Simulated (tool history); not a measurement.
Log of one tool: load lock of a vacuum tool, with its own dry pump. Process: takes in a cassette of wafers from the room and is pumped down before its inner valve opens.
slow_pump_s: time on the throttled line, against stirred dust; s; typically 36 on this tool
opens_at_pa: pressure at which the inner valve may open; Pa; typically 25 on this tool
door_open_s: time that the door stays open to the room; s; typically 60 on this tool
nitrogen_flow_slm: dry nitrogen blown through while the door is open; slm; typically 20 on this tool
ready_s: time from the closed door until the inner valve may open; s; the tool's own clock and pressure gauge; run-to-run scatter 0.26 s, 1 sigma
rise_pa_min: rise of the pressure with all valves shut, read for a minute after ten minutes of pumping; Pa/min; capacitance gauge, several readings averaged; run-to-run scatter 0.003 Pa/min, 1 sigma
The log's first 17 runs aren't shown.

run    hour  slow_pump_s  opens_at_pa  door_open_s  nitrogen_flow_slm  hours that the pump has run since its overhaul  times that the door has closed on its seal  incoming humidity of the room's air, %  ready_s  rise_pa_min
 18    1802           36           25          125                 20                                           15379                                       17412                                      42     60.7         0.03
 19  1937.2           36           25           99                 20                                           15514                                       17825                                    44.4     60.1        0.033
 20  2037.5           58           43           60                 20                                           15615                                       18132                                    46.7     77.3        0.027
 21  2122.2           40           46           42                  8                                           15699                                       18391                                    45.7     61.6        0.031
 22  2242.2           40           46           32                 10                                           15819                                       18758                                    45.2       62        0.024
 23    2368           40           46           32                 10                                           15945                                       19143                                    43.9     61.5        0.024
 24  2512.5           40           46           32                 10                                           16090                                       19585                                    43.1     61.7        0.029
 25  2650.6           34           42           83                 10                                           16228                                       20007                                    44.3     56.9        0.042
 26  2767.1           34           42           83                 10                                           16344                                       20363                                    46.4       57        0.039
 27  2916.2           34           42          126                 22                                           16493                                       20819                                    42.5     57.2        0.029
 28  3038.6           30           44           41                  7                                           16616                                       21193                                    47.1     53.5        0.037
 29  3150.8           53           39          218                  4                                           16728                                       21537                                    45.6     73.1          0.1
 30  3295.7           36           24           60                 20                                           16873                                       21980                                    45.8     60.9        0.021
 31  3444.8           38           21          218                  5                                           17022                                       22436                                    47.5     63.1        0.095
 32  3556.4           38           21          218                  5                                           17134                                       22777                                    46.8     62.7        0.091
 33  3636.1           38           21          218                  5                                           17213                                       23021                                    45.8     62.9         0.09
 34  3709.8           38           21          218                  5                                           17287                                       23246                                    46.7     62.7        0.094
 35  3837.6           38           21          218                  5                                           17415                                       23637                                    48.3     62.7        0.097
 36  3933.6           68           20           48                 35                                           17511                                       23931                                    42.2       88         0.01

Here are 3 independent what-if runs from the current tool condition. What would each one return?
  A  4082           19           20          228                  9                                           17659                                       24384                                    45.6        ?            ?
  B  4082           40           20          129                  4                                           17659                                       24384                                    44.5        ?            ?
  C  4082           57           20           28                 35                                           17659                                       24384                                    48.6        ?            ?

run  ready_s  rise_pa_min
  A     47.1        0.079
  B     64.5        0.072
  C     79.3        0.013
What these runs would have given with no unlogged condition in the tool:
run  ready_s  rise_pa_min
  A     47.1        0.078
  B     64.5        0.071
  C     79.2        0.012
